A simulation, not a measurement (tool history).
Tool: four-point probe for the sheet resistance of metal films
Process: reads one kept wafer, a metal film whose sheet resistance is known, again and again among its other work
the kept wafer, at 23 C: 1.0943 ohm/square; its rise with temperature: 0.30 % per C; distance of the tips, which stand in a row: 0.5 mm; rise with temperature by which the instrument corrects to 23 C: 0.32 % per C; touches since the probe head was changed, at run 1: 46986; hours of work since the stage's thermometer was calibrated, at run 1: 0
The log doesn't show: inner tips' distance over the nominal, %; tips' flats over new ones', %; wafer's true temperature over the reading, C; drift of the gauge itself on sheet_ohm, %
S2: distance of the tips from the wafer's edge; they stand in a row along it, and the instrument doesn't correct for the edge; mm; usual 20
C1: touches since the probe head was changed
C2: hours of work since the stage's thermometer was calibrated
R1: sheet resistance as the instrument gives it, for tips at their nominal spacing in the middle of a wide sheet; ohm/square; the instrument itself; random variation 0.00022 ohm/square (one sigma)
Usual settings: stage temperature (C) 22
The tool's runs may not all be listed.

run 1 day=0.000 | stage_temperature_(C)=22 S2=20 | C1=46986 C2=0 | R1=1.094828
run 2 day=1.700 | stage_temperature_(C)=22 S2=20 | C1=49201 C2=32 | R1=1.094733
run 3 day=4.083 | stage_temperature_(C)=22 S2=20 | C1=52312 C2=76 | R1=1.094338
run 4 day=6.933 | stage_temperature_(C)=22 S2=20 | C1=56026 C2=130 | R1=1.094495
run 5 day=9.154 | stage_temperature_(C)=22 S2=15 | C1=58922 C2=171 | R1=1.094246
run 6 day=10.733 | stage_temperature_(C)=22 S2=20 | C1=60978 C2=200 | R1=1.093982
run 7 day=12.488 | stage_temperature_(C)=22 S2=20 | C1=63269 C2=233 | R1=1.093431
run 8 day=15.521 | stage_temperature_(C)=22 S2=20 | C1=67223 C2=290 | R1=1.093307
run 9 day=18.662 | stage_temperature_(C)=22 S2=20 | C1=71318 C2=349 | R1=1.093286
run 10 day=20.921 | stage_temperature_(C)=33 S2=33 | C1=74262 C2=391 | R1=1.089685
run 11 day=22.375 | stage_temperature_(C)=22 S2=8 | C1=76157 C2=418 | R1=1.094521
run 12 day=24.225 | stage_temperature_(C)=22 S2=8 | C1=78573 C2=453 | R1=1.094544
run 13 day=27.358 | stage_temperature_(C)=32 S2=5 | C1=82655 C2=511 | R1=1.094983

Forecast run 14:
run 14 day=29.333 | stage_temperature_(C)=32 S2=5 | C1=85232 C2=548 | R1=?

Run 14 gave R1 1.095240 ohm/square.
Without the tool's hidden state the same run would have given R1 1.098307 ohm/square.
